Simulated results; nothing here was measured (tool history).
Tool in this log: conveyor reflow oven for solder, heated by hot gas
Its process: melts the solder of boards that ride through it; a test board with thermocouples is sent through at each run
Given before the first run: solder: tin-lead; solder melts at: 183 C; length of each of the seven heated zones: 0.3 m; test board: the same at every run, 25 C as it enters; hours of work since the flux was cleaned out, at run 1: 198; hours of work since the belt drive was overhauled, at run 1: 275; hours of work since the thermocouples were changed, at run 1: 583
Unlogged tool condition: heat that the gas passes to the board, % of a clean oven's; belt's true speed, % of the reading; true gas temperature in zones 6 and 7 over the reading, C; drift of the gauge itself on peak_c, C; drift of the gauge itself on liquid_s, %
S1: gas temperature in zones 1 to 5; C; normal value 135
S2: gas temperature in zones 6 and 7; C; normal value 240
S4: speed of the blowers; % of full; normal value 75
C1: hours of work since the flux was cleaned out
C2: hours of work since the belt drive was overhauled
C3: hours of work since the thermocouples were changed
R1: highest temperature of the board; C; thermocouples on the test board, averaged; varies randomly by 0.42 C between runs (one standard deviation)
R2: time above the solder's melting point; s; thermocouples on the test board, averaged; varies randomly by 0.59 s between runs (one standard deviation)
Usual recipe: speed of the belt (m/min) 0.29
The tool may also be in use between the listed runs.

run 1 hour=0 | S1=135 S2=240 speed_of_the_belt_(m/min)=0.29 S4=75 | C1=198 C2=275 C3=583 | R1=222.3 R2=97.1
run 2 hour=15.1 | S1=135 S2=240 speed_of_the_belt_(m/min)=0.29 S4=58 | C1=206 C2=283 C3=591 | R1=218.5 R2=93.1
run 3 hour=27.3 | S1=141 S2=240 speed_of_the_belt_(m/min)=0.29 S4=58 | C1=212 C2=290 C3=597 | R1=220.5 R2=98.3
run 4 hour=42.9 | S1=141 S2=240 speed_of_the_belt_(m/min)=0.29 S4=58 | C1=221 C2=298 C3=606 | R1=220.6 R2=97
run 5 hour=62.3 | S1=141 S2=240 speed_of_the_belt_(m/min)=0.29 S4=58 | C1=231 C2=309 C3=616 | R1=221.1 R2=98.4
run 6 hour=71.5 | S1=144 S2=240 speed_of_the_belt_(m/min)=0.29 S4=75 | C1=236 C2=314 C3=621 | R1=223.8 R2=104.7
run 7 hour=88.1 | S1=144 S2=240 speed_of_the_belt_(m/min)=0.29 S4=75 | C1=245 C2=323 C3=630 | R1=224.2 R2=102.9
run 8 hour=100.5 | S1=144 S2=240 speed_of_the_belt_(m/min)=0.29 S4=75 | C1=252 C2=329 C3=637 | R1=223.3 R2=103.9
run 9 hour=117.7 | S1=144 S2=240 speed_of_the_belt_(m/min)=0.29 S4=75 | C1=261 C2=339 C3=646 | R1=224 R2=104.1
run 10 hour=128.3 | S1=123 S2=240 speed_of_the_belt_(m/min)=0.29 S4=75 | C1=267 C2=344 C3=652 | R1=219.9 R2=88.2
run 11 hour=143.4 | S1=123 S2=240 speed_of_the_belt_(m/min)=0.29 S4=75 | C1=275 C2=352 C3=660 | R1=219.9 R2=86.6
run 12 hour=161.1 | S1=123 S2=240 speed_of_the_belt_(m/min)=0.29 S4=75 | C1=284 C2=362 C3=669 | R1=220.1 R2=88
run 13 hour=173 | S1=135 S2=240 speed_of_the_belt_(m/min)=0.251 S4=75 | C1=291 C2=368 C3=676 | R1=227.2 R2=117
run 14 hour=188.1 | S1=129 S2=234 speed_of_the_belt_(m/min)=0.29 S4=75 | C1=299 C2=377 C3=684 | R1=215.9 R2=85.1
run 15 hour=208.5 | S1=135 S2=254 speed_of_the_belt_(m/min)=0.296 S4=75 | C1=310 C2=388 C3=695 | R1=232.8 R2=106.1
run 16 hour=218.5 | S1=135 S2=254 speed_of_the_belt_(m/min)=0.296 S4=75 | C1=315 C2=393 C3=700 | R1=232.2 R2=104.2
run 17 hour=237.8 | S1=135 S2=254 speed_of_the_belt_(m/min)=0.296 S4=75 | C1=326 C2=403 C3=711 | R1=232.8 R2=105.1
run 18 hour=247.4 | S1=134 S2=235 speed_of_the_belt_(m/min)=0.317 S4=67 | C1=331 C2=408 C3=716 | R1=212.1 R2=73.4
run 19 hour=260.9 | S1=134 S2=235 speed_of_the_belt_(m/min)=0.317 S4=67 | C1=338 C2=416 C3=723 | R1=212.5 R2=74.5
run 20 hour=274 | S1=134 S2=235 speed_of_the_belt_(m/min)=0.317 S4=67 | C1=345 C2=423 C3=730 | R1=212.5 R2=74.1
run 21 hour=290.1 | S1=127 S2=249 speed_of_the_belt_(m/min)=0.255 S4=60 | C1=354 C2=432 C3=739 | R1=230.5 R2=115.4
run 22 hour=306.3 | S1=135 S2=234 speed_of_the_belt_(m/min)=0.274 S4=75 | C1=363 C2=440 C3=748 | R1=217.5 R2=96.8
run 23 hour=327.1 | S1=145 S2=234 speed_of_the_belt_(m/min)=0.274 S4=51 | C1=374 C2=451 C3=759 | R1=215.3 R2=99.2
run 24 hour=344 | S1=142 S2=234 speed_of_the_belt_(m/min)=0.287 S4=51 | C1=383 C2=461 C3=768 | R1=213.3 R2=90.1
run 25 hour=357.6 | S1=147 S2=234 speed_of_the_belt_(m/min)=0.287 S4=57 | C1=390 C2=468 C3=775 | R1=215.8 R2=96.8
run 26 hour=374.7 | S1=132 S2=240 speed_of_the_belt_(m/min)=0.29 S4=75 | C1=400 C2=477 C3=785 | R1=220.4 R2=92

What if the next run were any one of these 3? Each begins from the tool's condition after run 26:
run A hour=394 | S1=135 S2=240 speed_of_the_belt_(m/min)=0.302 S4=75 | C1=410 C2=488 C3=795 | R1=? R2=?
run B hour=394 | S1=132 S2=229 speed_of_the_belt_(m/min)=0.263 S4=51 | C1=410 C2=488 C3=795 | R1=? R2=?
run C hour=394 | S1=149 S2=240 speed_of_the_belt_(m/min)=0.298 S4=75 | C1=410 C2=488 C3=795 | R1=? R2=?

run=A R1=218.8 R2=88.7
run=B R1=209.9 R2=86
run=C R1=221.5 R2=103.1
With no hidden state in the tool, these same runs would have given:
run=A R1=222.6 R2=93.8
run=B R1=212.4 R2=91.7
run=C R1=224.5 R2=106.6

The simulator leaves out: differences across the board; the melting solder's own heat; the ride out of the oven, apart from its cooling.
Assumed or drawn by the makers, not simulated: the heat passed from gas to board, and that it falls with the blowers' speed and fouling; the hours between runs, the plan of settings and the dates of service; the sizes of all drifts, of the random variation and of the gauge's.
